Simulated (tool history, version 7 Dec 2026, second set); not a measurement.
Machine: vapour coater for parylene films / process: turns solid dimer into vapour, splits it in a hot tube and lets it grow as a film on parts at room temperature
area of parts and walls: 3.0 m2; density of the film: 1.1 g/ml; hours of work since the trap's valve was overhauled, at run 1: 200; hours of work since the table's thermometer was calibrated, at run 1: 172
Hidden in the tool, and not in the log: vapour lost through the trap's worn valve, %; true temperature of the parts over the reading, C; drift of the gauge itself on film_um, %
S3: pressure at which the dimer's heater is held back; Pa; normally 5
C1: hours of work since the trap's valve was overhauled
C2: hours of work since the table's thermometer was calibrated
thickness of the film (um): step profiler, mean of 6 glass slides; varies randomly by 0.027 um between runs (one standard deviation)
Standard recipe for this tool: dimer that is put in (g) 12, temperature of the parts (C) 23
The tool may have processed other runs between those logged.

{"run": 1, "day": 0.0, "dimer that is put in (g)": 12, "temperature of the parts (C)": 23, "S3": 5, "C1": 200, "C2": 172, "thickness of the film (um)": 2.21}
{"run": 2, "day": 0.508, "dimer that is put in (g)": 12, "temperature of the parts (C)": 16, "S3": 5, "C1": 208, "C2": 180, "thickness of the film (um)": 3.01}
{"run": 3, "day": 1.021, "dimer that is put in (g)": 7, "temperature of the parts (C)": 23, "S3": 5, "C1": 216, "C2": 189, "thickness of the film (um)": 1.24}
{"run": 4, "day": 1.567, "dimer that is put in (g)": 7, "temperature of the parts (C)": 23, "S3": 5, "C1": 225, "C2": 197, "thickness of the film (um)": 1.25}
{"run": 5, "day": 1.888, "dimer that is put in (g)": 7, "temperature of the parts (C)": 23, "S3": 5, "C1": 230, "C2": 203, "thickness of the film (um)": 1.3}
{"run": 6, "day": 2.162, "dimer that is put in (g)": 7, "temperature of the parts (C)": 23, "S3": 5, "C1": 235, "C2": 207, "thickness of the film (um)": 1.27}
{"run": 7, "day": 2.738, "dimer that is put in (g)": 7, "temperature of the parts (C)": 23, "S3": 5, "C1": 244, "C2": 216, "thickness of the film (um)": 1.27}
{"run": 8, "day": 3.292, "dimer that is put in (g)": 12, "temperature of the parts (C)": 23, "S3": 2.49, "C1": 253, "C2": 225, "thickness of the film (um)": 2.42}
{"run": 9, "day": 3.733, "dimer that is put in (g)": 12, "temperature of the parts (C)": 23, "S3": 4.26, "C1": 260, "C2": 232, "thickness of the film (um)": 2.21}
{"run": 10, "day": 4.088, "dimer that is put in (g)": 12, "temperature of the parts (C)": 23, "S3": 5, "C1": 266, "C2": 238, "thickness of the film (um)": 2.15}
{"run": 11, "day": 4.417, "dimer that is put in (g)": 12, "temperature of the parts (C)": 23, "S3": 5, "C1": 271, "C2": 243, "thickness of the film (um)": 2.15}
{"run": 12, "day": 4.896, "dimer that is put in (g)": 12, "temperature of the parts (C)": 23, "S3": 4.57, "C1": 279, "C2": 251, "thickness of the film (um)": 2.18}
{"run": 13, "day": 5.346, "dimer that is put in (g)": 12, "temperature of the parts (C)": 23, "S3": 5, "C1": 286, "C2": 258, "thickness of the film (um)": 2.11}
{"run": 14, "day": 5.792, "dimer that is put in (g)": 12, "temperature of the parts (C)": 23, "S3": 5, "C1": 293, "C2": 265, "thickness of the film (um)": 2.1}
{"run": 15, "day": 6.292, "dimer that is put in (g)": 12, "temperature of the parts (C)": 23, "S3": 5, "C1": 301, "C2": 273, "thickness of the film (um)": 2.13}
{"run": 16, "day": 6.854, "dimer that is put in (g)": 12, "temperature of the parts (C)": 23, "S3": 5, "C1": 310, "C2": 282, "thickness of the film (um)": 2.16}
{"run": 17, "day": 7.462, "dimer that is put in (g)": 12, "temperature of the parts (C)": 23, "S3": 6.54, "C1": 320, "C2": 292, "thickness of the film (um)": 2.03}
{"run": 18, "day": 8.025, "dimer that is put in (g)": 12, "temperature of the parts (C)": 23, "S3": 6.54, "C1": 329, "C2": 301, "thickness of the film (um)": 2.02}
{"run": 19, "day": 8.55, "dimer that is put in (g)": 12, "temperature of the parts (C)": 23, "S3": 5, "C1": 337, "C2": 309, "thickness of the film (um)": 2.09}
{"run": 20, "day": 8.917, "dimer that is put in (g)": 12, "temperature of the parts (C)": 23, "S3": 5, "C1": 343, "C2": 315, "thickness of the film (um)": 2.07}
{"run": 21, "day": 9.25, "dimer that is put in (g)": 12, "temperature of the parts (C)": 23, "S3": 5, "C1": 348, "C2": 321, "thickness of the film (um)": 2.04}
{"run": 22, "day": 9.558, "dimer that is put in (g)": 12, "temperature of the parts (C)": 23, "S3": 5, "C1": 353, "C2": 326, "thickness of the film (um)": 2.07}
{"run": 23, "day": 10.15, "dimer that is put in (g)": 12, "temperature of the parts (C)": 23, "S3": 5, "C1": 363, "C2": 335, "thickness of the film (um)": 2.09}
{"run": 24, "day": 10.579, "dimer that is put in (g)": 12, "temperature of the parts (C)": 25, "S3": 5, "C1": 370, "C2": 342, "thickness of the film (um)": 1.92}
{"run": 25, "day": 11.167, "dimer that is put in (g)": 22, "temperature of the parts (C)": 15, "S3": 4.58, "C1": 379, "C2": 351, "thickness of the film (um)": 5.5}
{"run": 26, "day": 11.779, "dimer that is put in (g)": 22, "temperature of the parts (C)": 15, "S3": 4.58, "C1": 389, "C2": 361, "thickness of the film (um)": 5.66}
{"run": 27, "day": 12.108, "dimer that is put in (g)": 11, "temperature of the parts (C)": 15, "S3": 3.52, "C1": 394, "C2": 367, "thickness of the film (um)": 2.9}
{"run": 28, "day": 12.667, "dimer that is put in (g)": 13, "temperature of the parts (C)": 17, "S3": 11.8, "C1": 403, "C2": 376, "thickness of the film (um)": 2.62}
{"run": 29, "day": 13.05, "dimer that is put in (g)": 21, "temperature of the parts (C)": 20, "S3": 5, "C1": 409, "C2": 382, "thickness of the film (um)": 4.18}
{"run": 30, "day": 13.521, "dimer that is put in (g)": 5, "temperature of the parts (C)": 23, "S3": 5, "C1": 417, "C2": 389, "thickness of the film (um)": 0.84}
{"day": 13.738, "done": "trap's valve overhauled"}
{"run": 31, "day": 14.171, "dimer that is put in (g)": 12, "temperature of the parts (C)": 19, "S3": 3.23, "C1": 7, "C2": 397, "thickness of the film (um)": 2.54}
{"run": 32, "day": 14.6, "dimer that is put in (g)": 7, "temperature of the parts (C)": 30, "S3": 4.05, "C1": 14, "C2": 404, "thickness of the film (um)": 0.89}
{"day": 15.104, "done": "trap's valve overhauled, once more"}
{"run": 33, "day": 15.304, "dimer that is put in (g)": 7, "temperature of the parts (C)": 30, "S3": 4.05, "C1": 3, "C2": 413, "thickness of the film (um)": 0.98}
{"run": 34, "day": 15.696, "dimer that is put in (g)": 9, "temperature of the parts (C)": 23, "S3": 5, "C1": 10, "C2": 419, "thickness of the film (um)": 1.69}
{"run": 35, "day": 16.338, "dimer that is put in (g)": 11, "temperature of the parts (C)": 33, "S3": 5, "C1": 20, "C2": 429, "thickness of the film (um)": 1.32}
{"run": 36, "day": 16.912, "dimer that is put in (g)": 9, "temperature of the parts (C)": 30, "S3": 5.65, "C1": 29, "C2": 438, "thickness of the film (um)": 1.18}
{"run": 37, "day": 17.446, "dimer that is put in (g)": 12, "temperature of the parts (C)": 15, "S3": 8.45, "C1": 38, "C2": 447, "thickness of the film (um)": 3.04}
{"run": 38, "day": 17.867, "dimer that is put in (g)": 12, "temperature of the parts (C)": 15, "S3": 8.45, "C1": 44, "C2": 454, "thickness of the film (um)": 3.04}
{"run": 39, "day": 18.196, "dimer that is put in (g)": 12, "temperature of the parts (C)": 15, "S3": 9.46, "C1": 50, "C2": 459, "thickness of the film (um)": 3.02}
{"run": 40, "day": 18.75, "dimer that is put in (g)": 12, "temperature of the parts (C)": 24, "S3": 7.24, "C1": 59, "C2": 468, "thickness of the film (um)": 2.02}
{"run": 41, "day": 19.283, "dimer that is put in (g)": 12, "temperature of the parts (C)": 24, "S3": 7.24, "C1": 67, "C2": 476, "thickness of the film (um)": 2.06}
{"run": 42, "day": 19.788, "dimer that is put in (g)": 11, "temperature of the parts (C)": 30, "S3": 2.19, "C1": 75, "C2": 485, "thickness of the film (um)": 1.69}
{"run": 43, "day": 20.429, "dimer that is put in (g)": 11, "temperature of the parts (C)": 30, "S3": 2.19, "C1": 86, "C2": 495, "thickness of the film (um)": 1.7}
{"run": 44, "day": 20.846, "dimer that is put in (g)": 7, "temperature of the parts (C)": 16, "S3": 4.1, "C1": 92, "C2": 502, "thickness of the film (um)": 1.86}
{"run": 45, "day": 21.458, "dimer that is put in (g)": 16, "temperature of the parts (C)": 16, "S3": 4.1, "C1": 102, "C2": 511, "thickness of the film (um)": 4.18}
{"run": 46, "day": 21.921, "dimer that is put in (g)": 16, "temperature of the parts (C)": 16, "S3": 4.1, "C1": 109, "C2": 519, "thickness of the film (um)": 4.14}
{"run": 47, "day": 22.362, "dimer that is put in (g)": 16, "temperature of the parts (C)": 16, "S3": 4.1, "C1": 117, "C2": 526, "thickness of the film (um)": 4.24}
{"run": 48, "day": 22.946, "dimer that is put in (g)": 6, "temperature of the parts (C)": 19, "S3": 4.1, "C1": 126, "C2": 535, "thickness of the film (um)": 1.33}

Branching from run 48: 3 alternative next runs. What would each branch give?
{"run": "A", "day": 23.388, "dimer that is put in (g)": 7, "temperature of the parts (C)": 24, "S3": 5, "C1": 133, "C2": 542, "thickness of the film (um)": "?"}
{"run": "B", "day": 23.388, "dimer that is put in (g)": 22, "temperature of the parts (C)": 19, "S3": 4.1, "C1": 133, "C2": 542, "thickness of the film (um)": "?"}
{"run": "C", "day": 23.388, "dimer that is put in (g)": 12, "temperature of the parts (C)": 23, "S3": 7.46, "C1": 133, "C2": 542, "thickness of the film (um)": "?"}

run=A thickness_of_the_film_(um)=1.28
run=B thickness_of_the_film_(um)=5.06
run=C thickness_of_the_film_(um)=2.05
Had the tool no hidden state, the same runs would have come out as:
run=A thickness_of_the_film_(um)=1.34
run=B thickness_of_the_film_(um)=5.29
run=C thickness_of_the_film_(um)=2.14
